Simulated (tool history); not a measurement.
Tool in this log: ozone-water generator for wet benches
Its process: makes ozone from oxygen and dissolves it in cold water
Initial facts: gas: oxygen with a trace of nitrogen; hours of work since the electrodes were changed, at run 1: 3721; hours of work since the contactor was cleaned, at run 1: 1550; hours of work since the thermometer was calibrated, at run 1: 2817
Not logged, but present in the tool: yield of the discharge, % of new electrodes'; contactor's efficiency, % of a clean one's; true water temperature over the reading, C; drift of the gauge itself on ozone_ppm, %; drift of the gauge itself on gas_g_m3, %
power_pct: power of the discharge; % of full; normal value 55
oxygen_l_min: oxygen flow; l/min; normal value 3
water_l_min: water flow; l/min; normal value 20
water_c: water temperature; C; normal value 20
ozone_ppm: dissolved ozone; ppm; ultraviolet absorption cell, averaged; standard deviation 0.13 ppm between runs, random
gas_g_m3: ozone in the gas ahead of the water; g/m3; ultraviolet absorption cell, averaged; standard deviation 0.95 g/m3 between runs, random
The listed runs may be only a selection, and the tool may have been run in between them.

run,day,power_pct,oxygen_l_min,water_l_min,water_c,hours of work since the electrodes were changed,hours of work since the contactor was cleaned,hours of work since the thermometer was calibrated,ozone_ppm,gas_g_m3
1,0,55,3,20,20,3721,1550,2817,11.8,149.9
2,5.004,55,3,20,20,3825,1654,2921,11.5,149.5
3,9.321,55,3,20,20,3915,1744,3011,11.5,149.5
4,14.312,55,3,20,20,4019,1848,3115,11.7,148.7
5,17.471,55,3,20,20,4085,1913,3181,11.7,150
6,22.517,55,3,20,20,4189,2018,3286,11.5,149
7,27.538,55,3,20,15,4294,2123,3390,12.1,150.8
8,32.438,55,3,20,20,4396,2225,3492,11.5,147.8
9,37.067,55,3,20,20,4492,2321,3588,11.5,147.7
10,42.496,55,3,20,20,4605,2434,3701,11.5,147.4
11,46.262,55,3,20,20,4683,2512,3779,11.4,148.3
12,49.892,55,3,20,20,4759,2588,3855,11.5,147.5
13,53.471,55,3,20,16,4833,2662,3929,11.8,148.3
14,57.438,55,3,20,20,4916,2744,4012,11.4,146.8
15,60.171,55,3,20,20,4972,2801,4068,11.2,147.5
16,64.158,55,3,20,20,5055,2884,4151,11.6,147.2
17,67.896,55,3,20,20,5133,2962,4229,11.2,146.3
18,73,55,3,17,14,5239,3068,4335,13.9,146.9
19,77.367,55,3,17,14,5330,3159,4426,14.1,144.4
20,80.275,55,3,17,14,5390,3219,4486,13.7,146
21,83.496,55,3,17,14,5457,3286,4553,14.1,144.1
22,88.808,55,3.53,30,24,5568,3397,4664,7.8,136.5
23,91.379,55,3,20,14,5621,3450,4717,12,143.2
24,97.4,55,3,20,14,5746,3575,4842,11.9,145.1
25,100.246,55,3,20,14,5806,3635,4902,11.6,143
26,105.667,59,1.79,20,19,5918,3747,5014,9.3,177.3
27,110.838,59,1.79,20,19,6026,3855,5122,9.4,174.5
# day 112.725: water thermometer calibrated
28,116.571,55,3,20,14,6145,3973,80,11.9,143.3
29,120.492,83,4.59,20,14,6226,4055,161,16.6,154.2
30,126.333,76,1.68,20,14,6348,4176,283,10.5,202.6
31,131.588,55,4.37,20,20,6457,4286,392,12.2,125.8
32,135.746,65,4.37,20,20,6543,4372,479,13.6,136.5

4 options for the next run, each taken on its own from the tool as it stands now. Forecast them:
A,141.592,45,3,20,12,6665,4494,600,?,?
B,141.592,65,3.13,20,20,6665,4494,600,?,?
C,141.592,55,2.43,21,20,6665,4494,600,?,?
D,141.592,65,4.37,14,20,6665,4494,600,?,?

run,ozone_ppm,gas_g_m3
A,10.8,129.3
B,11.8,151.9
C,9.8,150.8
D,17.4,134.8
With no hidden state in the tool, these same runs would have given:
run,ozone_ppm,gas_g_m3
A,12.4,145.5
B,13.9,176.4
C,11.4,172.6
D,20.5,156.6
